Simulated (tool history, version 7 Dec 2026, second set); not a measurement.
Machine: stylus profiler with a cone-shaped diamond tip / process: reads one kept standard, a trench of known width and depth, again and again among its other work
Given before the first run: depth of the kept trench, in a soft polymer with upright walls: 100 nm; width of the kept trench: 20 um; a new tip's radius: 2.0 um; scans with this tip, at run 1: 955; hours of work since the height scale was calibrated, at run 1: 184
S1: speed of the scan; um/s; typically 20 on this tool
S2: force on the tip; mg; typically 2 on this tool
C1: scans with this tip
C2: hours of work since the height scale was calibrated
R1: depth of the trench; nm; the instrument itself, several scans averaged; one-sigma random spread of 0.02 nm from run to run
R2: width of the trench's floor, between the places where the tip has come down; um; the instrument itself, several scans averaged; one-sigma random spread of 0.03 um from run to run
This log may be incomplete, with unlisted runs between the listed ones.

run   hour  S1    S2    C1   C2      R1     R2
  1      0  20     2   955  184  101.52  18.59
  2   11.4  29     2   998  192  101.54  18.52
  3   27.8  29     2  1059  204  101.49  18.52
  4   46.8   9     2  1131  218  101.49  18.62
  5   57.6  19     2  1172  225  101.47  18.53
  6   72.8  20  1.91  1229  237  101.48  18.59
  7   82.4  77  1.34  1265  243  101.15  18.04
  8  102.7   5  4.52  1342  258  102.58  18.68
  9  124.1   5  4.52  1422  274  102.65  18.68
 10  136.4   5  4.52  1468  283   102.6  18.68
 11  149.4  42  5.59  1517  292  103.03  18.52
 12  159.6   6  1.01  1556  299  100.96  18.67

Below, some changes in R1 between adjacent runs. For each, the amount present without the hidden state too (settings, incoming material, random variation) and the amount remaining for the hidden state with gauge scatter not shared by both compared results:
Unlogged tool condition in this case: radius of the tip, um; height scale over the true one, %; drift of the gauge itself on depth_nm, %; drift of the gauge itself on floor_um, %.
Run 5 -> 6: S1 19 -> 20, S2 2 -> 1.91. R1 +0.01 nm: hidden state +0.01, all else +0.
Run 11 -> 12: S1 42 -> 6, S2 5.59 -> 1.01. R1 -2.07 nm: hidden state +0.01, all else -2.08.

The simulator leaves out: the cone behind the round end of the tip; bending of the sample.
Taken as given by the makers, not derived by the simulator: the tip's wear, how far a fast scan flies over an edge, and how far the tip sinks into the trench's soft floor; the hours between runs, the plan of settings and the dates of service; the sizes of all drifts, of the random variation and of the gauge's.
